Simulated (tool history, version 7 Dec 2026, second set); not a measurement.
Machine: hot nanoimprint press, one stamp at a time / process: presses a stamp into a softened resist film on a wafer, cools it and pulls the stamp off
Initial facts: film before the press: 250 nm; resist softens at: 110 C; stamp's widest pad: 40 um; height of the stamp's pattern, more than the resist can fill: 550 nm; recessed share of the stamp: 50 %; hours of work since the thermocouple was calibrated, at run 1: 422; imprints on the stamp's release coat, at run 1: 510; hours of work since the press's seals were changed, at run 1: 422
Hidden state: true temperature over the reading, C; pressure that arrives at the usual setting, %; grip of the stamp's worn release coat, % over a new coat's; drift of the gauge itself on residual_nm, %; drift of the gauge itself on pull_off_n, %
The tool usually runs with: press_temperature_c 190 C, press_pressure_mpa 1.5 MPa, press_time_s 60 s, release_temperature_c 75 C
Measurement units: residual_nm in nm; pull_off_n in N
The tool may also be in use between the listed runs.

| run | hour | press_temperature_c | press_pressure_mpa | press_time_s | release_temperature_c | hours of work since the thermocouple was calibrated | imprints on the stamp's release coat | hours of work since the press's seals were changed | residual_nm | pull_off_n |
|---|---|---|---|---|---|---|---|---|---|---|
| 1 | 0 | 190 | 1.5 | 60 | 75 | 422 | 510 | 422 | 122 | 143 |
| 2 | 58.6 | 190 | 1.5 | 60 | 75 | 466 | 711 | 466 | 121.2 | 149 |
|  | 67.8 | plate thermocouple calibrated |
| 3 | 108.5 | 190 | 1.5 | 60 | 75 | 31 | 872 | 501 | 121.1 | 147 |
| 4 | 167.4 | 190 | 1.5 | 60 | 70 | 75 | 1074 | 546 | 121.2 | 158 |
|  | 191.8 | stamp cleaned and given a new release coat |
| 5 | 255.9 | 190 | 1.5 | 60 | 70 | 138 | 220 | 609 | 120.6 | 150 |
| 6 | 294.9 | 190 | 1.5 | 60 | 70 | 167 | 354 | 638 | 120.6 | 162 |
| 7 | 352.6 | 190 | 1.5 | 60 | 70 | 211 | 553 | 682 | 120.3 | 154 |
| 8 | 430.5 | 190 | 1.5 | 60 | 70 | 270 | 820 | 741 | 119.7 | 156 |
| 9 | 465.4 | 180 | 1.5 | 60 | 70 | 296 | 940 | 767 | 150.9 | 151 |
|  | 527.9 | stamp cleaned and given a new release coat |
| 10 | 549.6 | 180 | 1.5 | 60 | 70 | 356 | 74 | 826 | 150.5 | 155 |
| 11 | 608.3 | 180 | 1.38 | 60 | 70 | 400 | 276 | 871 | 156.2 | 157 |
| 12 | 675.9 | 190 | 1.5 | 60 | 75 | 451 | 508 | 922 | 118.8 | 152 |
|  | 687.5 | gauge calibrated |
|  | 705.8 | plate thermocouple calibrated |
|  | 750.1 | press's hydraulic seals changed and the load cell set to zero |
| 13 | 752.7 | 190 | 1.5 | 59 | 75 | 29 | 734 | 2 | 122.1 | 149 |
| 14 | 811 | 190 | 1.5 | 59 | 75 | 74 | 934 | 46 | 121.6 | 147 |
|  | 873.3 | stamp cleaned and given a new release coat |
| 15 | 900.6 | 190 | 1.5 | 59 | 75 | 137 | 94 | 109 | 121.3 | 149 |
| 16 | 964.3 | 190 | 0.9 | 74 | 75 | 185 | 313 | 158 | 146.7 | 150 |
| 17 | 1019.2 | 190 | 0.9 | 74 | 75 | 227 | 501 | 199 | 146.3 | 146 |
| 18 | 1097.6 | 186 | 1.95 | 51 | 61 | 286 | 771 | 259 | 121 | 171 |
| 19 | 1151.3 | 190 | 1.07 | 46 | 67 | 327 | 955 | 299 | 152.6 | 161 |
| 20 | 1190.3 | 200 | 1.08 | 35 | 71 | 356 | 1089 | 329 | 135.1 | 152 |
|  | 1206.5 | stamp cleaned and given a new release coat |
| 21 | 1261.6 | 190 | 2.27 | 60 | 75 | 406 | 189 | 378 | 93.9 | 145 |
| 22 | 1340 | 190 | 2.27 | 71 | 75 | 465 | 458 | 438 | 88.8 | 143 |
|  | 1348.2 | plate thermocouple calibrated |
| 23 | 1397.4 | 185 | 1.1 | 85 | 78 | 37 | 645 | 479 | 139.9 | 147 |
| 24 | 1466.1 | 191 | 2.14 | 60 | 75 | 89 | 881 | 531 | 94.6 | 145 |
|  | 1545.7 | stamp cleaned and given a new release coat |
| 25 | 1553.7 | 191 | 0.9 | 60 | 75 | 151 | 27 | 592 | 148.4 | 148 |
| 26 | 1626.4 | 190 | 1.12 | 60 | 75 | 206 | 277 | 648 | 136 | 144 |
| 27 | 1692.4 | 190 | 1.37 | 45 | 75 | 256 | 504 | 698 | 133.9 | 149 |
| 28 | 1756.2 | 181 | 1.5 | 60 | 75 | 304 | 722 | 746 | 143.8 | 149 |
| 29 | 1828.8 | 197 | 1.93 | 60 | 75 | 359 | 972 | 801 | 85.2 | 153 |
|  | 1879.8 | stamp cleaned and given a new release coat |
| 30 | 1918 | 197 | 1.93 | 60 | 75 | 422 | 132 | 864 | 85.6 | 150 |

Subtracting, for every run, the result it would have given without the tool's unlogged condition from the measured result gives the following. The same run-to-run variation enters both numbers; the gauge's scatter may not:
| run | residual_nm |
|---|---|
| 1 | +0.2 |
| 2 | -0.2 |
| 3 | -0.5 |
| 4 | -0.8 |
| 5 | -1.2 |
| 6 | -1.5 |
| 7 | -1.7 |
| 8 | -2.1 |
| 9 | -2.9 |
| 10 | -3.4 |
| 11 | -3.9 |
| 12 | -3.3 |
| 13 | -0.3 |
| 14 | -0.6 |
| 15 | -1 |
| 16 | -1.6 |
| 17 | -1.9 |
| 18 | -1.9 |
| 19 | -2.9 |
| 20 | -2.8 |
| 21 | -2.2 |
| 22 | -2.4 |
| 23 | -4.2 |
| 24 | -3.1 |
| 25 | -5.5 |
| 26 | -5.5 |
| 27 | -5.7 |
| 28 | -6.6 |
| 29 | -4.2 |
| 30 | -4.5 |
pull_off_n without the hidden state stays within 2 N of what was measured, in all runs.
